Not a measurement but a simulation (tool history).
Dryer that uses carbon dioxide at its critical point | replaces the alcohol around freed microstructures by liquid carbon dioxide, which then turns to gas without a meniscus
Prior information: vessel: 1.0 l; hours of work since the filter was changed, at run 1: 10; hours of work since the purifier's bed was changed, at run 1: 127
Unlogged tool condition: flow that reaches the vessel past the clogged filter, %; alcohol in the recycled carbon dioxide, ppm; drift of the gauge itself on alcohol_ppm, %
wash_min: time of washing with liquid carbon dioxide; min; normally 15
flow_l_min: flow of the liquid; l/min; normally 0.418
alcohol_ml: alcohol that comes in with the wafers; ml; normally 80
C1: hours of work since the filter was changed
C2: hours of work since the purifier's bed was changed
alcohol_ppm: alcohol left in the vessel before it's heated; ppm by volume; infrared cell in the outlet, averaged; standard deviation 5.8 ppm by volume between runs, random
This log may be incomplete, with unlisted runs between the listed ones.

run 1 hour=0 | wash_min=15 flow_l_min=0.418 alcohol_ml=80 | C1=10 C2=127 | alcohol_ppm=256
run 2 hour=37.7 | wash_min=15 flow_l_min=0.418 alcohol_ml=80 | C1=27 C2=143 | alcohol_ppm=265
run 3 hour=63.5 | wash_min=15 flow_l_min=0.411 alcohol_ml=80 | C1=38 C2=155 | alcohol_ppm=298
run 4 hour=122.7 | wash_min=15 flow_l_min=0.411 alcohol_ml=80 | C1=64 C2=180 | alcohol_ppm=310
run 5 hour=156.1 | wash_min=10 flow_l_min=0.418 alcohol_ml=80 | C1=78 C2=195 | alcohol_ppm=1586
run 6 hour=207.6 | wash_min=10 flow_l_min=0.418 alcohol_ml=80 | C1=101 C2=217 | alcohol_ppm=1652
run 7 hour=235.1 | wash_min=10 flow_l_min=0.418 alcohol_ml=80 | C1=113 C2=229 | alcohol_ppm=1663
run 8 hour=292 | wash_min=11 flow_l_min=0.418 alcohol_ml=80 | C1=137 C2=254 | alcohol_ppm=1178
run 9 hour=343.6 | wash_min=15 flow_l_min=0.691 alcohol_ml=80 | C1=160 C2=276 | alcohol_ppm=113
run 10 hour=372 | wash_min=15 flow_l_min=0.418 alcohol_ml=80 | C1=172 C2=289 | alcohol_ppm=354
run 11 hour=410.9 | wash_min=15 flow_l_min=0.605 alcohol_ml=80 | C1=189 C2=306 | alcohol_ppm=143
run 12 hour=462.4 | wash_min=15 flow_l_min=0.605 alcohol_ml=80 | C1=211 C2=328 | alcohol_ppm=170
run 13 hour=504.3 | wash_min=15 flow_l_min=0.418 alcohol_ml=80 | C1=230 C2=346 | alcohol_ppm=392
run 14 hour=543.8 | wash_min=13 flow_l_min=0.418 alcohol_ml=80 | C1=247 C2=363 | alcohol_ppm=688
run 15 hour=576.7 | wash_min=15 flow_l_min=0.376 alcohol_ml=80 | C1=261 C2=378 | alcohol_ppm=613
run 16 hour=609.7 | wash_min=15 flow_l_min=0.418 alcohol_ml=80 | C1=275 C2=392 | alcohol_ppm=426
run 17 hour=651.5 | wash_min=23 flow_l_min=0.418 alcohol_ml=80 | C1=294 C2=410 | alcohol_ppm=185
run 18 hour=684.3 | wash_min=23 flow_l_min=0.418 alcohol_ml=80 | C1=308 C2=425 | alcohol_ppm=191
-- hour=700.6 inlet filter changed
run 19 hour=747.6 | wash_min=23 flow_l_min=0.418 alcohol_ml=80 | C1=20 C2=452 | alcohol_ppm=200
run 20 hour=808.4 | wash_min=23 flow_l_min=0.418 alcohol_ml=80 | C1=47 C2=478 | alcohol_ppm=213
run 21 hour=866.5 | wash_min=23 flow_l_min=0.418 alcohol_ml=80 | C1=72 C2=503 | alcohol_ppm=230
-- hour=905.1 purifier's bed changed
run 22 hour=919.2 | wash_min=19 flow_l_min=0.418 alcohol_ml=80 | C1=94 C2=6 | alcohol_ppm=62
run 23 hour=972.2 | wash_min=19 flow_l_min=0.418 alcohol_ml=80 | C1=117 C2=29 | alcohol_ppm=65
run 24 hour=1010.3 | wash_min=14 flow_l_min=0.418 alcohol_ml=33 | C1=133 C2=46 | alcohol_ppm=161
run 25 hour=1060.9 | wash_min=15 flow_l_min=0.652 alcohol_ml=80 | C1=155 C2=68 | alcohol_ppm=36
run 26 hour=1120 | wash_min=20 flow_l_min=0.485 alcohol_ml=97 | C1=181 C2=93 | alcohol_ppm=57
run 27 hour=1172.9 | wash_min=11 flow_l_min=0.418 alcohol_ml=80 | C1=204 C2=116 | alcohol_ppm=1178
run 28 hour=1215.4 | wash_min=11 flow_l_min=0.418 alcohol_ml=80 | C1=223 C2=135 | alcohol_ppm=1160
run 29 hour=1264.4 | wash_min=24 flow_l_min=0.418 alcohol_ml=80 | C1=244 C2=156 | alcohol_ppm=84
run 30 hour=1310.2 | wash_min=24 flow_l_min=0.418 alcohol_ml=80 | C1=264 C2=176 | alcohol_ppm=94
run 31 hour=1368.4 | wash_min=24 flow_l_min=0.418 alcohol_ml=80 | C1=289 C2=201 | alcohol_ppm=98
run 32 hour=1407.9 | wash_min=20 flow_l_min=0.352 alcohol_ml=24 | C1=306 C2=219 | alcohol_ppm=136
-- hour=1431.5 inlet filter changed
run 33 hour=1471.3 | wash_min=18 flow_l_min=0.284 alcohol_ml=115 | C1=17 C2=246 | alcohol_ppm=1022
run 34 hour=1500.3 | wash_min=17 flow_l_min=0.258 alcohol_ml=39 | C1=30 C2=258 | alcohol_ppm=767
run 35 hour=1545.3 | wash_min=15 flow_l_min=0.418 alcohol_ml=69 | C1=49 C2=278 | alcohol_ppm=300
run 36 hour=1573.1 | wash_min=10 flow_l_min=0.353 alcohol_ml=69 | C1=62 C2=290 | alcohol_ppm=2665
run 37 hour=1604 | wash_min=10 flow_l_min=0.336 alcohol_ml=83 | C1=75 C2=303 | alcohol_ppm=3680
run 38 hour=1646.7 | wash_min=10 flow_l_min=0.336 alcohol_ml=83 | C1=94 C2=322 | alcohol_ppm=3744
run 39 hour=1691.8 | wash_min=10 flow_l_min=0.336 alcohol_ml=83 | C1=113 C2=342 | alcohol_ppm=3783
run 40 hour=1755.9 | wash_min=10 flow_l_min=0.336 alcohol_ml=83 | C1=141 C2=369 | alcohol_ppm=3879
run 41 hour=1804.6 | wash_min=10 flow_l_min=0.336 alcohol_ml=83 | C1=162 C2=391 | alcohol_ppm=3907
run 42 hour=1834.8 | wash_min=10 flow_l_min=0.336 alcohol_ml=83 | C1=175 C2=404 | alcohol_ppm=3760
run 43 hour=1893.4 | wash_min=10 flow_l_min=0.336 alcohol_ml=83 | C1=201 C2=429 | alcohol_ppm=3972
run 44 hour=1938.4 | wash_min=10 flow_l_min=0.284 alcohol_ml=80 | C1=220 C2=449 | alcohol_ppm=6354
run 45 hour=1972.9 | wash_min=10 flow_l_min=0.284 alcohol_ml=80 | C1=235 C2=464 | alcohol_ppm=6218
run 46 hour=2032 | wash_min=10 flow_l_min=0.284 alcohol_ml=80 | C1=261 C2=489 | alcohol_ppm=6313

A few steps of alcohol_ppm between consecutive runs. Split each: what settings, incoming material and random variation would produce without the hidden state, and what is left over for the hidden state, along with gauge scatter present in only one of the two compared results (measured, and without hidden state):
Run 4 -> 5: wash_min 15 -> 10, flow_l_min 0.411 -> 0.418. alcohol_ppm +1276 ppm by volume: hidden state +70, all else +1206.
Run 21 -> 22: wash_min 23 -> 19, purifier's bed changed. alcohol_ppm -168 ppm by volume: hidden state -209, all else +41.
Run 26 -> 27: wash_min 20 -> 11, flow_l_min 0.485 -> 0.418, alcohol_ml 97 -> 80. alcohol_ppm +1121 ppm by volume: hidden state +164, all else +957.
Run 35 -> 36: wash_min 15 -> 10, flow_l_min 0.418 -> 0.353. alcohol_ppm +2365 ppm by volume: hidden state +135, all else +2230.
Run 43 -> 44: flow_l_min 0.336 -> 0.284, alcohol_ml 83 -> 80. alcohol_ppm +2382 ppm by volume: hidden state +230, all else +2152.

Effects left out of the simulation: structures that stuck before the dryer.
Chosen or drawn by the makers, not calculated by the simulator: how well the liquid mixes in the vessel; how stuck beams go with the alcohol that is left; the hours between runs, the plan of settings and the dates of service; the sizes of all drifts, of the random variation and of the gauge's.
